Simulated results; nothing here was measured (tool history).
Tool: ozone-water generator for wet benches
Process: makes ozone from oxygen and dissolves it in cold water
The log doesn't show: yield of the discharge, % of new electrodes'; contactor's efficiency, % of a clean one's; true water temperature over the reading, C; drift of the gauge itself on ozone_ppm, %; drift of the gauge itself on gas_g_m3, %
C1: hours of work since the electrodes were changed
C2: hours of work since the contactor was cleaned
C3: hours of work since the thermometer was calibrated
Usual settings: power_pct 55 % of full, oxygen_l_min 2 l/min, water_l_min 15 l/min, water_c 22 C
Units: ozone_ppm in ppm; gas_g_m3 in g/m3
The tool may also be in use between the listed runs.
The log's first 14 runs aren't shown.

-- hour=718.8 contactor cleaned
run 15 hour=761 | power_pct=55 oxygen_l_min=2 water_l_min=15 water_c=22 | C1=939 C2=30 C3=1846 | ozone_ppm=6.78 gas_g_m3=127.4
run 16 hour=802.5 | power_pct=55 oxygen_l_min=2 water_l_min=15 water_c=22 | C1=968 C2=60 C3=1876 | ozone_ppm=6.84 gas_g_m3=128.4
run 17 hour=864.9 | power_pct=55 oxygen_l_min=2 water_l_min=15 water_c=22 | C1=1013 C2=104 C3=1920 | ozone_ppm=6.82 gas_g_m3=127.8
run 18 hour=930.9 | power_pct=89 oxygen_l_min=2 water_l_min=15 water_c=22 | C1=1060 C2=152 C3=1968 | ozone_ppm=8.74 gas_g_m3=163.7
-- hour=938.2 water thermometer calibrated
run 19 hour=978.8 | power_pct=52 oxygen_l_min=1.46 water_l_min=14 water_c=22 | C1=1094 C2=185 C3=29 | ozone_ppm=7.04 gas_g_m3=151.3
run 20 hour=1037 | power_pct=52 oxygen_l_min=1.46 water_l_min=14 water_c=22 | C1=1135 C2=227 C3=71 | ozone_ppm=7 gas_g_m3=152.3
run 21 hour=1085.6 | power_pct=52 oxygen_l_min=1.46 water_l_min=14 water_c=22 | C1=1170 C2=262 C3=105 | ozone_ppm=7.08 gas_g_m3=152.1
-- hour=1106.9 water thermometer calibrated, once more
run 22 hour=1138.5 | power_pct=52 oxygen_l_min=1.46 water_l_min=14 water_c=22 | C1=1208 C2=299 C3=23 | ozone_ppm=7.05 gas_g_m3=153.1
run 23 hour=1185.9 | power_pct=55 oxygen_l_min=2 water_l_min=20 water_c=20 | C1=1241 C2=333 C3=56 | ozone_ppm=4.97 gas_g_m3=126.4
run 24 hour=1216.8 | power_pct=55 oxygen_l_min=3.44 water_l_min=15 water_c=27 | C1=1264 C2=355 C3=79 | ozone_ppm=6.13 gas_g_m3=88.7
run 25 hour=1283.3 | power_pct=55 oxygen_l_min=2 water_l_min=22 water_c=22 | C1=1311 C2=403 C3=126 | ozone_ppm=4.33 gas_g_m3=126.8
run 26 hour=1353.6 | power_pct=55 oxygen_l_min=2 water_l_min=22 water_c=22 | C1=1361 C2=453 C3=176 | ozone_ppm=4.25 gas_g_m3=126.8
run 27 hour=1416 | power_pct=55 oxygen_l_min=2 water_l_min=15 water_c=16 | C1=1406 C2=498 C3=221 | ozone_ppm=7.33 gas_g_m3=125.8
run 28 hour=1456.2 | power_pct=55 oxygen_l_min=2 water_l_min=15 water_c=24 | C1=1435 C2=526 C3=250 | ozone_ppm=6.58 gas_g_m3=127
run 29 hour=1494.4 | power_pct=71 oxygen_l_min=2.16 water_l_min=13 water_c=24 | C1=1462 C2=554 C3=277 | ozone_ppm=8.72 gas_g_m3=137.1
run 30 hour=1544.7 | power_pct=71 oxygen_l_min=1.49 water_l_min=10 water_c=24 | C1=1498 C2=590 C3=313 | ozone_ppm=11.62 gas_g_m3=173.9
run 31 hour=1585.9 | power_pct=98 oxygen_l_min=2 water_l_min=15 water_c=19 | C1=1527 C2=619 C3=342 | ozone_ppm=9.27 gas_g_m3=167.7
run 32 hour=1634 | power_pct=98 oxygen_l_min=2 water_l_min=15 water_c=19 | C1=1562 C2=653 C3=377 | ozone_ppm=9.29 gas_g_m3=167.5

3 ways to go on from here, each from the tool as it stands after run 32. What would each give?
run A hour=1678.7 | power_pct=59 oxygen_l_min=2 water_l_min=15 water_c=22 | C1=1594 C2=685 C3=409 | ozone_ppm=? gas_g_m3=?
run B hour=1678.7 | power_pct=73 oxygen_l_min=2.05 water_l_min=12 water_c=22 | C1=1594 C2=685 C3=409 | ozone_ppm=? gas_g_m3=?
run C hour=1678.7 | power_pct=98 oxygen_l_min=2 water_l_min=11 water_c=19 | C1=1594 C2=685 C3=409 | ozone_ppm=? gas_g_m3=?

run=A ozone_ppm=6.99 gas_g_m3=130.6
run=B ozone_ppm=9.95 gas_g_m3=143.9
run=C ozone_ppm=13.16 gas_g_m3=167.8
Without the tool's hidden state the same runs would have given:
run=A ozone_ppm=7.34 gas_g_m3=135.3
run=B ozone_ppm=10.48 gas_g_m3=149.7
run=C ozone_ppm=13.92 gas_g_m3=175.6
